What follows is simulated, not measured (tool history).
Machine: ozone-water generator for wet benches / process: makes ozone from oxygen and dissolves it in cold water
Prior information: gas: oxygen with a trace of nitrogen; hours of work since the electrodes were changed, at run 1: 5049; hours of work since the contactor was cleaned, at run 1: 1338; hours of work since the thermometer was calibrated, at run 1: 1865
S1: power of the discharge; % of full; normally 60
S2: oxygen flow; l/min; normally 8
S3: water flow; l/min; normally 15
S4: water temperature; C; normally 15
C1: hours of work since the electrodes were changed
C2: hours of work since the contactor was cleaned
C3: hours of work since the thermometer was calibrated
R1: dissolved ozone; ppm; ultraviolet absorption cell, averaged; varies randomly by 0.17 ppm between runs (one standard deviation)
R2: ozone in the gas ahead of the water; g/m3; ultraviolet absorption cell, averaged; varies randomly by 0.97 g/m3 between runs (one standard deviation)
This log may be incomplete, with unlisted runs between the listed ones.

run	hour	S1	S2	S3	S4	C1	C2	C3	R1	R2
1	0	60	8	15	15	5049	1338	1865	18.1	136.4
2	63.5	60	8	15	15	5108	1397	1924	17.7	136.3
3	177.2	60	8	15	15	5213	1502	2029	17.6	137.5
4	301.2	60	8	15	15	5328	1617	2144	17.6	135
5	447	60	8	15	15	5463	1752	2279	17.5	133.7
6	588.1	60	8	15	15	5594	1883	2410	17.1	133.4
7	687	60	8	21	15	5685	1975	2501	13.7	134
8	787.5	60	8	21	15	5778	2068	2595	13.8	133.4
9	860.2	60	8	21	15	5846	2135	2662	13.6	131.9
10	965	60	8	21	15	5943	2232	2759	13.5	130.4
11	1032.7	60	8	21	15	6005	2295	2822	13.5	131.9
12	1126.8	60	8	21	15	6093	2382	2909	13.4	130.2
13	1258.9	60	8	15	10	6215	2504	3031	18.1	130.2
14	1353.2	60	8	11	10	6302	2592	3118	21.8	129
15	1417.5	60	8	15	15	6362	2651	3178	16.5	126.4
16	1500.3	60	8	15	15	6439	2728	3255	16.6	128.3
17	1612.5	99	8	15	14	6543	2832	3359	20.7	159.8
18	1680.3	99	8	15	14	6605	2895	3422	20.4	159.4
19	1801.3	60	8	15	10	6717	3007	3534	17.5	127.3
20	1931.9	60	6.84	17	13	6838	3128	3655	15.4	138.1
21	2032.5	43	8	15	15	6932	3221	3748	13.6	109.8
22	2102.2	81	8	10	15	6996	3286	3812	22.4	143.1
# hour 2110.2: water thermometer calibrated
23	2164.2	81	8	10	15	7053	3343	50	22.5	142.3
24	2311.2	51	8	12	15	7189	3479	186	16.8	116.8
25	2389.7	51	9.41	12	15	7262	3552	259	15.8	104.3
26	2463	60	13.44	15	15	7330	3620	327	13.7	90.9
27	2588.5	65	4.88	13	22	7446	3736	443	16.5	166.6
28	2734.8	65	4.88	13	22	7582	3871	579	16.4	167.1
29	2805.2	65	7.42	13	8	7647	3937	644	19.7	131.4
30	2926.6	48	4.06	13	8	7759	4049	756	17.8	161.6
31	3042.9	48	4.06	13	8	7867	4157	864	17.5	161.7
32	3178.4	99	8.72	11	10	7993	4282	990	23.5	140.5

4 options for the next run, each taken on its own from the tool as it stands now. Forecast them:
A	3278.8	60	6.34	18	15	8086	4375	1083	?	?
B	3278.8	60	8	15	12	8086	4375	1083	?	?
C	3278.8	99	14.2	17	10	8086	4375	1083	?	?
D	3278.8	60	14.13	14	8	8086	4375	1083	?	?

run	R1	R2
A	13.4	137.4
B	15.4	118.5
C	16.6	105.5
D	15.4	85.5
Had the tool no hidden state, the same runs would have come out as:
run	R1	R2
A	20.6	192
B	23.7	165.8
C	27.8	160.8
D	23.7	119.8
